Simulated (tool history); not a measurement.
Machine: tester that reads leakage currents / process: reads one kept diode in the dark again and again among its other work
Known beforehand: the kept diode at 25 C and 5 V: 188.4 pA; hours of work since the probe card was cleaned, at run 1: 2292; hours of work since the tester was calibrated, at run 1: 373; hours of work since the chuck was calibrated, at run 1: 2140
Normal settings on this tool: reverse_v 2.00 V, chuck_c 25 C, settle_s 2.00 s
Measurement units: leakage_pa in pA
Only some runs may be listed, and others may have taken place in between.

| run | hour | reverse_v | chuck_c | settle_s | hours of work since the probe card was cleaned | hours of work since the tester was calibrated | hours of work since the chuck was calibrated | leakage_pa |
|---|---|---|---|---|---|---|---|---|
| 1 | 0.0 | 2.00 | 25 | 2.00 | 2292 | 373 | 2140 | 93.20 |
| 2 | 104.9 | 2.00 | 25 | 2.00 | 2340 | 420 | 2188 | 93.07 |
|  | 278.4 | probe card cleaned and baked |
| 3 | 278.4 | 2.00 | 28 | 2.00 | 0 | 498 | 2265 | 117.58 |
| 4 | 413.8 | 2.00 | 28 | 2.00 | 61 | 559 | 2327 | 117.20 |
| 5 | 498.7 | 5.87 | 25 | 2.00 | 100 | 598 | 2365 | 164.89 |
| 6 | 689.5 | 5.87 | 25 | 2.00 | 187 | 684 | 2452 | 163.86 |
|  | 774.4 | chuck's temperature calibrated |
| 7 | 839.4 | 4.63 | 25 | 5.57 | 254 | 751 | 29 | 181.73 |
| 8 | 1004.0 | 4.63 | 33 | 0.42 | 328 | 826 | 104 | 380.10 |
| 9 | 1181.3 | 8.50 | 33 | 0.42 | 409 | 906 | 185 | 539.87 |
| 10 | 1299.1 | 8.50 | 33 | 0.42 | 462 | 960 | 238 | 537.04 |
| 11 | 1453.4 | 8.50 | 33 | 0.42 | 532 | 1030 | 308 | 531.27 |
| 12 | 1644.6 | 8.50 | 41 | 1.48 | 619 | 1117 | 395 | 1075.39 |

Below are 3 alternative next runs, each starting from the tool's condition after run 12. Predict each:
| A | 1722.5 | 19.16 | 41 | 1.48 | 654 | 1152 | 430 | ? |
| B | 1722.5 | 1.80 | 25 | 2.00 | 654 | 1152 | 430 | ? |
| C | 1722.5 | 2.16 | 57 | 0.85 | 654 | 1152 | 430 | ? |

| run | leakage_pa |
|---|---|
| A | 1723.58 |
| B | 100.98 |
| C | 1772.58 |
What these runs would have given with no unlogged condition in the tool:
| run | leakage_pa |
|---|---|
| A | 1767.97 |
| B | 103.52 |
| C | 1823.35 |
